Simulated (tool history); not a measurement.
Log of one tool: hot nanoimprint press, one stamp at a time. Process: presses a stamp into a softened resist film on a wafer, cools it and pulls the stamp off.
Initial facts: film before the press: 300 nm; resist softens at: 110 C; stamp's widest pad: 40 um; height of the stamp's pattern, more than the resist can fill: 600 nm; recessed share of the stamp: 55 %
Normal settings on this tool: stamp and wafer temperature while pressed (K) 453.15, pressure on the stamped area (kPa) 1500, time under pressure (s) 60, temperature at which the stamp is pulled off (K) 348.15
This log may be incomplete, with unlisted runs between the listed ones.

run   hour  stamp and wafer temperature while pressed (K)  pressure on the stamped area (kPa)  time under pressure (s)  temperature at which the stamp is pulled off (K)  resist left under the stamp's widest pad (nm)  greatest force while the stamp is pulled off (N)
  1      0                                         453.15                                1500                       60                                            348.15                                          125.9                                               179
  2    6.3                                         453.15                                1500                       35                                            348.15                                          153.6                                               174
  3   11.8                                         453.15                                1500                       35                                            348.15                                          153.2                                               173
  4   18.2                                         453.15                                1500                       35                                            348.15                                          153.8                                               169
  5   27.1                                         453.15                                1500                       35                                            348.15                                          153.9                                               169
  6   33.4                                         453.15                                1500                       35                                            348.15                                          153.5                                               177
  7   40.1                                         453.15                                1500                       35                                            348.15                                          154.3                                               170
  8   46.5                                         464.15                                1500                       60                                            348.15                                             86                                               169
  9   56.1                                         453.15                                1380                       60                                            348.15                                          131.2                                               177
 10   67.4                                         453.15                                1380                       60                                            348.15                                          130.4                                               178
 11   75.3                                         453.15                                1360                       60                                            348.15                                          132.4                                               177
 12   83.6                                         453.15                                1360                       60                                            348.15                                          132.9                                               183
 13   92.6                                         453.15                                1500                       60                                            348.15                                          127.1                                               178
 14   97.8                                         453.15                                1500                       60                                            348.15                                          126.5                                               178
     101.5  -- plate thermocouple calibrated
 15  109.9                                         453.15                                1830                       60                                            348.15                                          115.7                                               177
 16  118.5                                         446.15                                1000                       55                                            350.15                                          193.4                                               175
 17  129.5                                         446.15                                1000                       55                                            350.15                                          193.7                                               180
 18  134.6                                         446.15                                1000                       55                                            350.15                                          194.2                                               177
 19  144.3                                         446.15                                1000                       55                                            350.15                                          193.8                                               183
       149  -- plate thermocouple calibrated, once more
 20  154.4                                         446.15                                1000                       55                                            350.15                                          191.5                                               181
 21  160.9                                         453.15                                1500                       60                                            348.15                                          125.8                                               177
 22  170.9                                         451.15                                1500                       60                                            334.15                                          134.9                                               216
 23  175.7                                         451.15                                1500                       60                                            334.15                                          135.6                                               214
 24  181.2                                         451.15                                1500                       60                                            334.15                                          135.3                                               221
 25  187.4                                         451.15                                1500                       60                                            348.15                                          135.8                                               185
 26  194.9                                         454.15                                1960                       60                                            348.15                                          107.3                                               186
 27  206.1                                         453.15                                1800                       48                                            348.15                                          126.8                                               189
 28  215.1                                         444.15                                1110                      106                                            342.15                                            161                                               210
 29  225.5                                         444.15                                1110                      106                                            342.15                                          161.1                                               198

Forecast each of these 5 alternatives for the next run:
  A  236.4                                         449.15                                1210                      106                                            342.15                                              ?                                                 ?
  B  236.4                                         452.15                                1500                       42                                            337.15                                              ?                                                 ?
  C  236.4                                         444.15                                1110                       38                                            342.15                                              ?                                                 ?
  D  236.4                                         451.15                                1490                       39                                            348.15                                              ?                                                 ?
  E  236.4                                         453.15                                1730                       60                                            348.15                                              ?                                                 ?

run  resist left under the stamp's widest pad (nm)  greatest force while the stamp is pulled off (N)
  A                                          129.8                                               197
  B                                          150.6                                               229
  C                                          216.6                                               202
  D                                            159                                               190
  E                                          119.2                                               185
The same runs, with their run-to-run variation unchanged, on a tool lacking any hidden condition would have given:
run  resist left under the stamp's widest pad (nm)  greatest force while the stamp is pulled off (N)
  A                                          129.1                                               174
  B                                          149.8                                               202
  C                                          215.8                                               179
  D                                          158.2                                               168
  E                                          118.5                                               164

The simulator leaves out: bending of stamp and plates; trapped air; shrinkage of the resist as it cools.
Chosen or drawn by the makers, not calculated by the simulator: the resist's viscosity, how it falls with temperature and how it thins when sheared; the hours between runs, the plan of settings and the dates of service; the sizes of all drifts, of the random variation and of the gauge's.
